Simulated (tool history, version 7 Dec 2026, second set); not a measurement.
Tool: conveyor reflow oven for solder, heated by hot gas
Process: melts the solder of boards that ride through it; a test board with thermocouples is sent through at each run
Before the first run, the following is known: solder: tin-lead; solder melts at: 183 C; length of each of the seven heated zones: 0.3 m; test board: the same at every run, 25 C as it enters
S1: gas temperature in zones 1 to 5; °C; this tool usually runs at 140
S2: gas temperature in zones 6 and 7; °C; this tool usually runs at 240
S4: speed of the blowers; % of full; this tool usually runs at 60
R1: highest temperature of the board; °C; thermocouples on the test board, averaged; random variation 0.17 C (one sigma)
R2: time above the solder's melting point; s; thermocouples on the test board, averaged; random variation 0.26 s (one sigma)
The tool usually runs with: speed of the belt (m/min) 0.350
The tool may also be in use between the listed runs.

run 1 hour=0.0 | S1=140 S2=240 speed_of_the_belt_(m/min)=0.350 S4=60 | R1=218.2 R2=78.7
run 2 hour=33.2 | S1=140 S2=240 speed_of_the_belt_(m/min)=0.350 S4=60 | R1=218.1 R2=78.0
run 3 hour=80.6 | S1=140 S2=240 speed_of_the_belt_(m/min)=0.350 S4=60 | R1=218.4 R2=78.2
run 4 hour=118.9 | S1=140 S2=240 speed_of_the_belt_(m/min)=0.350 S4=60 | R1=218.4 R2=78.0
-- hour=130.7 flux residue cleaned out of gas plates and filters
run 5 hour=185.8 | S1=154 S2=240 speed_of_the_belt_(m/min)=0.350 S4=60 | R1=221.3 R2=88.7
run 6 hour=245.0 | S1=154 S2=240 speed_of_the_belt_(m/min)=0.350 S4=60 | R1=221.6 R2=88.6
-- hour=295.8 thermocouples of zones 6 and 7 changed
run 7 hour=322.6 | S1=131 S2=240 speed_of_the_belt_(m/min)=0.350 S4=60 | R1=216.3 R2=71.7
run 8 hour=396.3 | S1=140 S2=240 speed_of_the_belt_(m/min)=0.350 S4=54 | R1=216.1 R2=74.9
run 9 hour=450.8 | S1=140 S2=240 speed_of_the_belt_(m/min)=0.350 S4=54 | R1=216.0 R2=74.9
-- hour=502.3 flux residue cleaned out of gas plates and filters
run 10 hour=510.4 | S1=140 S2=240 speed_of_the_belt_(m/min)=0.350 S4=54 | R1=216.2 R2=75.8
run 11 hour=580.4 | S1=140 S2=240 speed_of_the_belt_(m/min)=0.350 S4=54 | R1=216.1 R2=75.2
run 12 hour=632.1 | S1=140 S2=240 speed_of_the_belt_(m/min)=0.350 S4=60 | R1=218.6 R2=78.2
run 13 hour=708.6 | S1=140 S2=240 speed_of_the_belt_(m/min)=0.350 S4=75 | R1=222.9 R2=83.7
run 14 hour=772.5 | S1=140 S2=228 speed_of_the_belt_(m/min)=0.350 S4=60 | R1=208.4 R2=66.0
run 15 hour=815.2 | S1=140 S2=228 speed_of_the_belt_(m/min)=0.350 S4=60 | R1=208.3 R2=66.1
run 16 hour=849.1 | S1=142 S2=240 speed_of_the_belt_(m/min)=0.350 S4=60 | R1=218.7 R2=80.0
-- hour=864.3 belt drive overhauled, speed set with a stopwatch
-- hour=873.7 flux residue cleaned out of gas plates and filters
run 17 hour=910.1 | S1=140 S2=240 speed_of_the_belt_(m/min)=0.350 S4=62 | R1=219.3 R2=79.1
run 18 hour=985.1 | S1=140 S2=247 speed_of_the_belt_(m/min)=0.363 S4=88 | R1=230.9 R2=86.4
run 19 hour=1029.8 | S1=140 S2=247 speed_of_the_belt_(m/min)=0.363 S4=88 | R1=230.9 R2=86.3
run 20 hour=1079.9 | S1=140 S2=247 speed_of_the_belt_(m/min)=0.363 S4=88 | R1=230.7 R2=86.6
run 21 hour=1140.9 | S1=142 S2=247 speed_of_the_belt_(m/min)=0.363 S4=52 | R1=219.9 R2=77.2
run 22 hour=1179.8 | S1=151 S2=235 speed_of_the_belt_(m/min)=0.363 S4=82 | R1=220.8 R2=84.5
run 23 hour=1220.0 | S1=151 S2=235 speed_of_the_belt_(m/min)=0.363 S4=82 | R1=221.1 R2=84.1
-- hour=1241.5 flux residue cleaned out of gas plates and filters
run 24 hour=1261.0 | S1=140 S2=241 speed_of_the_belt_(m/min)=0.350 S4=60 | R1=219.4 R2=79.0
run 25 hour=1312.3 | S1=140 S2=238 speed_of_the_belt_(m/min)=0.290 S4=52 | R1=220.5 R2=97.6
run 26 hour=1380.1 | S1=151 S2=246 speed_of_the_belt_(m/min)=0.377 S4=58 | R1=222.4 R2=81.4
run 27 hour=1417.5 | S1=151 S2=246 speed_of_the_belt_(m/min)=0.377 S4=58 | R1=222.5 R2=81.3
run 28 hour=1450.8 | S1=152 S2=230 speed_of_the_belt_(m/min)=0.313 S4=75 | R1=219.2 R2=97.8
run 29 hour=1492.5 | S1=136 S2=241 speed_of_the_belt_(m/min)=0.311 S4=60 | R1=222.6 R2=91.5
run 30 hour=1548.6 | S1=140 S2=229 speed_of_the_belt_(m/min)=0.350 S4=60 | R1=208.6 R2=66.8
-- hour=1610.7 flux residue cleaned out of gas plates and filters
run 31 hour=1612.8 | S1=140 S2=229 speed_of_the_belt_(m/min)=0.350 S4=60 | R1=209.4 R2=67.2

Forecast each of these 3 alternatives for the next run:
run A hour=1663.6 | S1=140 S2=251 speed_of_the_belt_(m/min)=0.350 S4=82 | R1=? R2=?
run B hour=1663.6 | S1=140 S2=240 speed_of_the_belt_(m/min)=0.350 S4=51 | R1=? R2=?
run C hour=1663.6 | S1=140 S2=246 speed_of_the_belt_(m/min)=0.310 S4=60 | R1=? R2=?

run=A R1=234.2 R2=92.5
run=B R1=214.7 R2=73.5
run=C R1=228.3 R2=98.9
The same runs, with their run-to-run variation unchanged, on a tool lacking any hidden condition would have given:
run=A R1=234.3 R2=92.5
run=B R1=214.8 R2=73.5
run=C R1=228.4 R2=98.9
